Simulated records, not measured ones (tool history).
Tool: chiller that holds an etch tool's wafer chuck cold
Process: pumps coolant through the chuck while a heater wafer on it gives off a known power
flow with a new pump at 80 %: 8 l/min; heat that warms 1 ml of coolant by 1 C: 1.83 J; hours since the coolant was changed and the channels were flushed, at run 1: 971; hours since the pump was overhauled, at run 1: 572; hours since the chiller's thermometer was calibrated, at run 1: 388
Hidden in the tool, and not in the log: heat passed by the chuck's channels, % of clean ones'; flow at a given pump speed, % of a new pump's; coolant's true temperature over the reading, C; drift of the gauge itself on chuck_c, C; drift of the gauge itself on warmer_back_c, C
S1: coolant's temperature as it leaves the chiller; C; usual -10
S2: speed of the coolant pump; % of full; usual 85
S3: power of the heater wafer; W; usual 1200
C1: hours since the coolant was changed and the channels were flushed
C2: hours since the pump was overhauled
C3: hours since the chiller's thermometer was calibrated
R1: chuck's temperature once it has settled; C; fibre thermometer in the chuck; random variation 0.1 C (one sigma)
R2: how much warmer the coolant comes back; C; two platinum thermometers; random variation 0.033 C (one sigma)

Run 1, hour 0.0: usual settings; C1 971; C2 572; C3 388. Result: R1 5.0 C, R2 4.65 C.
Run 2, hour 57.0: usual settings but S2 73 % of full; C1 1028; C2 629; C3 445. Result: R1 7.0 C, R2 5.37 C.
Run 3, hour 115.8: usual settings but S2 73 % of full; C1 1087; C2 688; C3 504. Result: R1 6.9 C, R2 5.38 C.
Run 4, hour 166.8: usual settings but S2 73 % of full; C1 1138; C2 739; C3 555. Result: R1 7.1 C, R2 5.34 C.
Run 5, hour 217.3: usual settings but S2 73 % of full; C1 1189; C2 789; C3 606. Result: R1 6.9 C, R2 5.37 C.
Run 6, hour 310.6: usual settings but S2 73 % of full; C1 1282; C2 883; C3 699. Result: R1 7.0 C, R2 5.31 C.
Run 7, hour 366.0: usual settings but S2 73 % of full; C1 1337; C2 938; C3 754. Result: R1 6.9 C, R2 5.24 C.
Run 8, hour 412.1: usual settings but S1 -1 C, S2 68 % of full, S3 956 W; C1 1383; C2 984; C3 800. Result: R1 13.3 C, R2 4.49 C.
Run 9, hour 481.6: usual settings but S3 712 W; C1 1453; C2 1054; C3 870. Result: R1 -1.2 C, R2 2.61 C.
Run 10, hour 547.0: usual settings but S3 712 W; C1 1518; C2 1119; C3 935. Result: R1 -1.1 C, R2 2.64 C.
Run 11, hour 592.0: usual settings but S3 712 W; C1 1563; C2 1164; C3 980. Result: R1 -1.0 C, R2 2.62 C.
Run 12, hour 651.3: usual settings but S3 712 W; C1 1623; C2 1223; C3 1040. Result: R1 -1.0 C, R2 2.49 C.
Run 13, hour 732.3: usual settings but S1 -18 C, S3 712 W; C1 1704; C2 1304; C3 1121. Result: R1 -9.1 C, R2 2.56 C.
Run 14, hour 800.3: usual settings but S1 -18 C, S3 712 W; C1 1772; C2 1372; C3 1189. Result: R1 -9.2 C, R2 2.49 C.

Forecast each of these 5 alternatives for the next run:
Run A, hour 851.9: usual settings but S3 1472 W; C1 1823; C2 1424; C3 1240. Result: R1 ?, R2 ?.
Run B, hour 851.9: usual settings but S1 -5 C, S2 93 % of full; C1 1823; C2 1424; C3 1240. Result: R1 ?, R2 ?.
Run C, hour 851.9: usual settings but S1 -5 C, S2 79 % of full; C1 1823; C2 1424; C3 1240. Result: R1 ?, R2 ?.
Run D, hour 851.9: usual settings but S1 -15 C, S3 712 W; C1 1823; C2 1424; C3 1240. Result: R1 ?, R2 ?.
Run E, hour 851.9: usual settings but S1 -1 C, S2 91 % of full; C1 1823; C2 1424; C3 1240. Result: R1 ?, R2 ?.

run    R1    R2
  A   8.4  5.44
  B   8.7  3.98
  C  11.0  4.74
  D  -6.0  2.58
  E  13.2  4.05
Without the tool's hidden state the same runs would have given:
run    R1    R2
  A   8.4  5.69
  B   8.7  4.23
  C  11.0  4.98
  D  -6.0  2.83
  E  13.2  4.30

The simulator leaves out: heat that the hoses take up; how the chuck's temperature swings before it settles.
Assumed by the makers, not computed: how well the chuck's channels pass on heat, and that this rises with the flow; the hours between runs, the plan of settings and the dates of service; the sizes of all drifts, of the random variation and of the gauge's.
